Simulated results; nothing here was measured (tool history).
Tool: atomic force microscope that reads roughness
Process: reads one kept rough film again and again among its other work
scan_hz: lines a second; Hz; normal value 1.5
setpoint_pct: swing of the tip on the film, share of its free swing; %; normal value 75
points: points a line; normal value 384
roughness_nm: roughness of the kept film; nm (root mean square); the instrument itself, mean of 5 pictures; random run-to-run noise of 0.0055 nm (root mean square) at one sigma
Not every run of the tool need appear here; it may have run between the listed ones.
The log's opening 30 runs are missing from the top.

run	hour	scan_hz	setpoint_pct	points	pictures with this tip	hours of work since the height scale was calibrated	roughness_nm
31	215.9	0.63	83	320	85	359	0.962
32	224.5	1.5	63	384	94	364	0.985
33	234.2	1.52	70	358	105	369	0.956
34	238.4	3.89	70	358	109	371	0.837
35	247.6	3.89	70	358	119	377	0.853
36	256.9	1.5	62	309	128	382	0.978
37	261.9	1.5	62	309	134	385	0.97
38	266.5	3.6	60	959	138	387	0.938

Forecast each of these 5 alternatives for the next run:
# hour 271: new tip fitted
A	276.2	3.6	60	959	5	392	?
# hour 271: new tip fitted
B	276.2	1.06	75	301	5	392	?
# hour 271: new tip fitted
C	276.2	1.5	75	835	5	392	?
# hour 271: new tip fitted
D	276.2	1.22	73	959	5	392	?
# hour 271: new tip fitted
E	276.2	0.67	60	959	5	392	?

run	roughness_nm
A	0.951
B	0.941
C	0.941
D	0.974
E	1.041
What these runs would have given with no unlogged condition in the tool:
run	roughness_nm
A	0.951
B	0.942
C	0.941
D	0.974
E	1.042
